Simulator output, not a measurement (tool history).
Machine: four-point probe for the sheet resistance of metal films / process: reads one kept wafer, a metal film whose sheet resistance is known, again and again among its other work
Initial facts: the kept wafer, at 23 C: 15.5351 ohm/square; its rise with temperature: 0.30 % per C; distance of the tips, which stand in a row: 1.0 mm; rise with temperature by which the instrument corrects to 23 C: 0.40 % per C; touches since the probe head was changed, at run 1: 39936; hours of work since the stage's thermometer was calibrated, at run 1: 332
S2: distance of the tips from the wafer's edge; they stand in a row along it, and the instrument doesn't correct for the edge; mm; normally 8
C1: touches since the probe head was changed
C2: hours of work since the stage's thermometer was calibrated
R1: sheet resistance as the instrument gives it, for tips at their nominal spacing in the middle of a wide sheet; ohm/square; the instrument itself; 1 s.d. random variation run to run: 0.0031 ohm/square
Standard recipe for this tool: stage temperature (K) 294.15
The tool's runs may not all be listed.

run 1 hour=0 | stage_temperature_(K)=294.15 S2=8 | C1=39936 C2=332 | R1=15.69542
run 2 hour=17.7 | stage_temperature_(K)=294.15 S2=8 | C1=40619 C2=340 | R1=15.693486
run 3 hour=31 | stage_temperature_(K)=294.15 S2=19 | C1=41130 C2=346 | R1=15.589768
run 4 hour=40.9 | stage_temperature_(K)=294.15 S2=19 | C1=41513 C2=351 | R1=15.59039
run 5 hour=52.3 | stage_temperature_(K)=294.15 S2=8 | C1=41954 C2=356 | R1=15.697139
run 6 hour=60.6 | stage_temperature_(K)=294.15 S2=8 | C1=42271 C2=360 | R1=15.697752
run 7 hour=73.5 | stage_temperature_(K)=294.15 S2=8 | C1=42769 C2=366 | R1=15.69634
run 8 hour=86.5 | stage_temperature_(K)=297.15 S2=8 | C1=43271 C2=372 | R1=15.651101
run 9 hour=105.6 | stage_temperature_(K)=292.15 S2=5 | C1=44008 C2=381 | R1=15.924994
run 10 hour=120.6 | stage_temperature_(K)=292.15 S2=5 | C1=44585 C2=388 | R1=15.924918
run 11 hour=135.9 | stage_temperature_(K)=302.15 S2=8 | C1=45174 C2=396 | R1=15.574897
run 12 hour=153.1 | stage_temperature_(K)=301.15 S2=55 | C1=45837 C2=404 | R1=15.46997
run 13 hour=160.8 | stage_temperature_(K)=301.15 S2=55 | C1=46134 C2=407 | R1=15.464076

Alternative continuations, all from the tool just after run 13; predict every row:
run A hour=173.4 | stage_temperature_(K)=295.15 S2=55 | C1=46621 C2=413 | R1=?
run B hour=173.4 | stage_temperature_(K)=301.15 S2=5 | C1=46621 C2=413 | R1=?
run C hour=173.4 | stage_temperature_(K)=302.15 S2=8 | C1=46621 C2=413 | R1=?
run D hour=173.4 | stage_temperature_(K)=292.15 S2=38 | C1=46621 C2=413 | R1=?
run E hour=173.4 | stage_temperature_(K)=299.15 S2=60 | C1=46621 C2=413 | R1=?

run=A R1=15.554563
run=B R1=15.788992
run=C R1=15.579185
run=D R1=15.598964
run=E R1=15.497002
What these runs would have given with no unlogged condition in the tool:
run=A R1=15.553739
run=B R1=15.788155
run=C R1=15.578358
run=D R1=15.598138
run=E R1=15.49618
